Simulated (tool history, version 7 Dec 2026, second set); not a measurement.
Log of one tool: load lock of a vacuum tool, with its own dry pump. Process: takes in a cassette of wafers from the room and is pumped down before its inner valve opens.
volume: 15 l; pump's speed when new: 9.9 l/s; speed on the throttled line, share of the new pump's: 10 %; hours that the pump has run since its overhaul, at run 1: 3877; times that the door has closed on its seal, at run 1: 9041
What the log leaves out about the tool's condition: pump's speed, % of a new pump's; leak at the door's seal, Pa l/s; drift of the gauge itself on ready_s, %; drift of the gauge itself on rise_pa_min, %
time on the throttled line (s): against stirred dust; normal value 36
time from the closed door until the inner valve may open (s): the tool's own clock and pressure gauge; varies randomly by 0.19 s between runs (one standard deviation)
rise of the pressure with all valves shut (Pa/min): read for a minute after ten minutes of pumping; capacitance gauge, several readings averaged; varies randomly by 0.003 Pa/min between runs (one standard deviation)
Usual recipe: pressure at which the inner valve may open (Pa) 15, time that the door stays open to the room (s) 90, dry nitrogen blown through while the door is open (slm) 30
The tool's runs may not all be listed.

run,hour,time on the throttled line (s),pressure at which the inner valve may open (Pa),time that the door stays open to the room (s),dry nitrogen blown through while the door is open (slm),hours that the pump has run since its overhaul,times that the door has closed on its seal,"incoming humidity of the room's air, %",time from the closed door until the inner valve may open (s),rise of the pressure with all valves shut (Pa/min)
1,0,36,15,90,30,3877,9041,42.7,46.4,0.165
2,301.2,36,15,90,30,4178,9627,43.3,46.8,0.182
3,449.8,36,15,90,30,4327,9917,45.7,46.4,0.184
4,635.4,36,15,90,30,4512,10278,42.8,47,0.196
5,801.6,36,15,90,30,4678,10602,43.6,46.5,0.206
6,1034.2,36,15,90,30,4911,11055,44.5,46.7,0.216
7,1220.4,36,15,90,30,5097,11418,44.8,46.7,0.221
8,1409.7,36,15,90,30,5287,11787,43.1,46.7,0.229
9,1608.1,36,15,90,30,5485,12173,44.6,46.9,0.247
10,1886.3,36,15,90,30,5763,12715,45.4,46.8,0.258
11,2150.9,24,15,90,30,6028,13231,47.8,36.3,0.273
12,2442.9,24,21,90,30,6320,13800,40.9,35.6,0.262
13,2630.1,36,15,90,30,6507,14165,48.3,46.8,0.303
14,2781.9,36,15,90,30,6659,14460,50,46.9,0.307
15,3067.7,36,15,90,30,6945,15017,43.1,47.1,0.311
16,3321.9,36,15,90,30,7199,15512,38.1,47.1,0.321
17,3624.2,36,15,90,30,7501,16101,43.1,47.1,0.342
18,3866.4,36,15,90,30,7743,16573,45.5,47,0.366
19,4054.7,36,15,90,30,7932,16940,44.2,47.3,0.371
20,4350,33,15,90,16,8227,17515,45.3,44.6,0.407
21,4606.2,36,28,90,30,8483,18014,47.5,46.2,0.41
22,4881.5,48,15,90,30,8758,18551,46.3,58.2,0.425
23,5144.4,48,23,90,30,9021,19063,46.2,57.6,0.439
24,5376.2,36,18,90,9,9253,19514,43.3,47.3,0.47
25,5569.6,36,12,52,9,9447,19891,44,48.1,0.474
26,5817.3,22,15,90,30,9694,20374,45.2,35.1,0.49
27,6111.8,20,21,78,30,9989,20948,45.9,33.1,0.513
28,6333.1,41,15,105,15,10210,21379,41.9,52.2,0.543
29,6495.3,41,15,105,15,10372,21695,51.5,52.1,0.568
30,6773.9,36,23,64,30,10651,22237,45,46.9,0.565
31,7024.6,36,23,64,30,10902,22726,44.7,47,0.574
32,7350.4,36,17,90,26,11227,23361,47.2,47.6,0.603
33,7515.1,36,17,90,26,11392,23681,42.5,48.2,0.616
34,7712.8,18,15,26,6,11590,24067,41.8,32.4,0.62
# hour 7965.5: dry pump taken out, an overhauled one fitted
35,7971.3,62,12,30,5,6,24558,40.8,69.7,0.627
36,8163.8,62,20,49,16,198,24933,45.2,68.8,0.662
37,8327.9,62,20,49,16,362,25253,44.7,68.6,0.663

3 ways to go on from here, each from the tool as it stands after run 37. What would each give?
A,8508,54,20,145,16,542,25604,41.3,?,?
B,8508,36,15,90,6,542,25604,48.9,?,?
C,8508,36,14,141,30,542,25604,43.9,?,?

run,time from the closed door until the inner valve may open (s),rise of the pressure with all valves shut (Pa/min)
A,62,0.707
B,45.9,0.731
C,45.9,0.709
Without the tool's unlogged condition, the same runs would have read:
run,time from the closed door until the inner valve may open (s),rise of the pressure with all valves shut (Pa/min)
A,61.9,0.065
B,45.8,0.066
C,45.8,0.059
